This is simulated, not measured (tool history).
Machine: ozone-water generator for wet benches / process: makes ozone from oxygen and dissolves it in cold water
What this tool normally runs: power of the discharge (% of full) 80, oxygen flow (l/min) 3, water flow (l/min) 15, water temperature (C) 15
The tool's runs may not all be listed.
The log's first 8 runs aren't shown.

| run | hour | power of the discharge (% of full) | oxygen flow (l/min) | water flow (l/min) | water temperature (C) | hours of work since the electrodes were changed | hours of work since the contactor was cleaned | hours of work since the thermometer was calibrated | dissolved ozone (ppm) | ozone in the gas ahead of the water (g/m3) |
|---|---|---|---|---|---|---|---|---|---|---|
| 9 | 207.3 | 72 | 3 | 15 | 15 | 900 | 1329 | 2596 | 13.9 | 187.3 |
| 10 | 246.5 | 72 | 3 | 15 | 15 | 932 | 1361 | 2628 | 14.2 | 187.1 |
| 11 | 279.2 | 80 | 3 | 15 | 15 | 958 | 1388 | 2654 | 15.3 | 209 |
| 12 | 297.2 | 80 | 3 | 15 | 15 | 973 | 1402 | 2669 | 15.6 | 205.5 |
| 13 | 326.6 | 80 | 3 | 15 | 15 | 997 | 1426 | 2693 | 15.6 | 204.5 |
| 14 | 349.4 | 80 | 3 | 15 | 15 | 1015 | 1445 | 2711 | 15.5 | 206.6 |
| 15 | 382.1 | 80 | 1.57 | 15 | 15 | 1042 | 1471 | 2738 | 13.6 | 291.3 |
| 16 | 399.1 | 80 | 1.57 | 15 | 15 | 1055 | 1485 | 2752 | 13.6 | 288.4 |
| 17 | 429.7 | 80 | 5.38 | 10 | 15 | 1080 | 1510 | 2776 | 22.5 | 153.6 |
| 18 | 450.8 | 80 | 3.39 | 10 | 15 | 1097 | 1527 | 2793 | 23.4 | 192.6 |
| 19 | 486 | 80 | 3.39 | 15 | 8 | 1126 | 1555 | 2822 | 16.8 | 194.8 |
| 20 | 520.2 | 66 | 2.6 | 12 | 15 | 1154 | 1583 | 2850 | 16.2 | 187 |
| 21 | 539.8 | 83 | 2.74 | 15 | 12 | 1169 | 1599 | 2866 | 16.6 | 225.1 |
| 22 | 565.6 | 83 | 2.74 | 15 | 12 | 1190 | 1620 | 2887 | 16.1 | 225.1 |
| 23 | 588.1 | 80 | 3 | 18 | 15 | 1209 | 1638 | 2905 | 12.5 | 206.6 |
| 24 | 623 | 79 | 2.21 | 18 | 9 | 1237 | 1666 | 2933 | 12.2 | 240.9 |
| 25 | 654.4 | 62 | 3.81 | 10 | 22 | 1262 | 1692 | 2959 | 16.4 | 144.9 |
| 26 | 683.4 | 62 | 3.81 | 10 | 22 | 1286 | 1715 | 2982 | 16.1 | 146 |
| 27 | 707.6 | 92 | 1.55 | 15 | 15 | 1306 | 1735 | 3002 | 15.4 | 330.4 |
| 28 | 743.4 | 73 | 5.33 | 14 | 9 | 1334 | 1764 | 3031 | 17.2 | 140.4 |
| 29 | 768 | 73 | 5.33 | 14 | 9 | 1354 | 1784 | 3051 | 16.9 | 139 |
| 30 | 801.1 | 73 | 2.15 | 14 | 12 | 1381 | 1811 | 3077 | 15 | 225.9 |
| 31 | 838.2 | 53 | 1.6 | 23 | 16 | 1411 | 1841 | 3107 | 5.6 | 196.5 |

Below are 5 alternative next runs, each starting from the tool's condition after run 31. Predict each:
| A | 877.5 | 88 | 1.59 | 23 | 8 | 1443 | 1873 | 3139 | ? | ? |
| B | 877.5 | 53 | 5.02 | 23 | 17 | 1443 | 1873 | 3139 | ? | ? |
| C | 877.5 | 97 | 3.8 | 15 | 15 | 1443 | 1873 | 3139 | ? | ? |
| D | 877.5 | 53 | 1.6 | 14 | 16 | 1443 | 1873 | 3139 | ? | ? |
| E | 877.5 | 43 | 2.18 | 15 | 14 | 1443 | 1873 | 3139 | ? | ? |

| run | dissolved ozone (ppm) | ozone in the gas ahead of the water (g/m3) |
|---|---|---|
| A | 8.9 | 314.8 |
| B | 6.8 | 109.2 |
| C | 18.5 | 215.8 |
| D | 10.4 | 194.1 |
| E | 8.3 | 139 |
Take away the tool's hidden state, keep each run's random variation, and the runs would have read:
| run | dissolved ozone (ppm) | ozone in the gas ahead of the water (g/m3) |
|---|---|---|
| A | 8.9 | 314.9 |
| B | 6.8 | 109.2 |
| C | 18.5 | 215.9 |
| D | 10.4 | 194.2 |
| E | 8.3 | 139 |
